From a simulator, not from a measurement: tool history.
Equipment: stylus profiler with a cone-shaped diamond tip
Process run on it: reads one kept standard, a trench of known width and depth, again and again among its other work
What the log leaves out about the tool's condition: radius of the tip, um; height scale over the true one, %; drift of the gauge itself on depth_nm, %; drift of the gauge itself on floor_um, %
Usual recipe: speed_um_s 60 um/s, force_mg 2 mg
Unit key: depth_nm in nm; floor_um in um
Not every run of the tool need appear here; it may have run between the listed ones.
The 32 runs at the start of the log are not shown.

run	hour	speed_um_s	force_mg	scans with this tip	hours of work since the height scale was calibrated	depth_nm	floor_um
33	978.1	19	0.7	2681	199	501.98	97.32
34	1020.9	19	0.7	2985	221	502.14	97.25
35	1049.3	28	3.65	3187	236	506	97.3
36	1086	163	2.71	3449	255	504.98	96.95
37	1124.6	163	2.71	3723	276	505.1	96.98
38	1151.8	163	2.71	3917	290	504.74	97
39	1190.4	107	2	4192	310	503.93	97.11
40	1231.3	50	1.96	4482	332	504.11	97.2
41	1270	46	1.96	4758	352	504.07	97.22
42	1300.9	129	0.7	4978	369	501.71	96.8
43	1336.4	160	4.28	5231	387	506.48	97.07
44	1360.2	19	5.88	5400	400	508.33	97.3
45	1385.5	19	5.88	5580	413	508.43	97.35
46	1412.6	22	2.33	5773	428	504.57	97.32

Here are 5 independent what-if runs from the current tool condition. What would each one return?
A	1441.2	18	0.9	5976	443	?	?
B	1441.2	19	1.26	5976	443	?	?
C	1441.2	46	1.32	5976	443	?	?
D	1441.2	197	4.03	5976	443	?	?
E	1441.2	20	1.05	5976	443	?	?

run	depth_nm	floor_um
A	502.44	97.29
B	502.78	97.25
C	502.69	97.23
D	506.05	97.06
E	502.57	97.31
What these runs would have given with no unlogged condition in the tool:
run	depth_nm	floor_um
A	502.44	97.29
B	502.78	97.26
C	502.69	97.24
D	506.05	97.07
E	502.57	97.31
